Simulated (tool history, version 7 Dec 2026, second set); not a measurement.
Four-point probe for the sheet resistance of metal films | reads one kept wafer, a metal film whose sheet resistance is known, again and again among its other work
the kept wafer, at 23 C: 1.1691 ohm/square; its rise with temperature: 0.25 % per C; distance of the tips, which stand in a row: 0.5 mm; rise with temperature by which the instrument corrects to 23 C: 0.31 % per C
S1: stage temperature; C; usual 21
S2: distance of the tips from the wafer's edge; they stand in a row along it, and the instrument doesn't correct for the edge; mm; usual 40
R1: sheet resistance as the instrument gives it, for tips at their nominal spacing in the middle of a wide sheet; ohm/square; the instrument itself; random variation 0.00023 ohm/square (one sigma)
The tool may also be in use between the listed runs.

Run 1, day 0: usual settings. Result: R1 1.165738 ohm/square.
Run 2, day 1.138: usual settings but S2 42 mm. Result: R1 1.165277 ohm/square.
Run 3, day 2.05: usual settings but S1 33 C, S2 42 mm. Result: R1 1.157838 ohm/square.
Run 4, day 3.271: usual settings. Result: R1 1.165867 ohm/square.
Run 5, day 4.562: usual settings. Result: R1 1.165284 ohm/square.
Run 6, day 5.271: usual settings. Result: R1 1.165049 ohm/square.
Run 7, day 5.821: usual settings but S2 54 mm. Result: R1 1.165475 ohm/square.
Run 8, day 7.038: usual settings but S2 54 mm. Result: R1 1.164816 ohm/square.
Run 9, day 8.346: usual settings but S2 54 mm. Result: R1 1.164659 ohm/square.
Run 10, day 9.375: usual settings but S2 54 mm. Result: R1 1.165028 ohm/square.
Run 11, day 10.671: usual settings but S2 54 mm. Result: R1 1.164477 ohm/square.
Run 12, day 11.221: usual settings but S1 30 C, S2 13 mm. Result: R1 1.159074 ohm/square.
Run 13, day 12.008: usual settings but S1 26 C, S2 11 mm. Result: R1 1.161749 ohm/square.
Run 14, day 13.075: usual settings but S1 25 C, S2 9 mm. Result: R1 1.163123 ohm/square.
Run 15, day 13.912: usual settings but S1 31 C, S2 72 mm. Result: R1 1.157311 ohm/square.
Run 16, day 14.642: usual settings but S1 31 C, S2 72 mm. Result: R1 1.157083 ohm/square.
Run 17, day 15.717: usual settings but S1 28 C, S2 29 mm. Result: R1 1.159155 ohm/square.
Run 18, day 17.008: usual settings but S1 31 C, S2 73 mm. Result: R1 1.15714 ohm/square.

5 ways to go on from here, each from the tool as it stands after run 18. What would each give?
Run A, day 18.133: usual settings but S1 31 C, S2 57 mm. Result: R1 ?.
Run B, day 18.133: usual settings but S1 22 C, S2 73 mm. Result: R1 ?.
Run C, day 18.133: usual settings but S1 27 C, S2 41 mm. Result: R1 ?.
Run D, day 18.133: usual settings but S1 31 C, S2 21 mm. Result: R1 ?.
Run E, day 18.133: usual settings but S1 28 C, S2 73 mm. Result: R1 ?.

run        R1
  A  1.157214
  B  1.162721
  C  1.159601
  D  1.157266
  E  1.158432
Without the tool's hidden state the same runs would have given:
run        R1
  A  1.164293
  B   1.16985
  C  1.166701
  D  1.164345
  E  1.165523
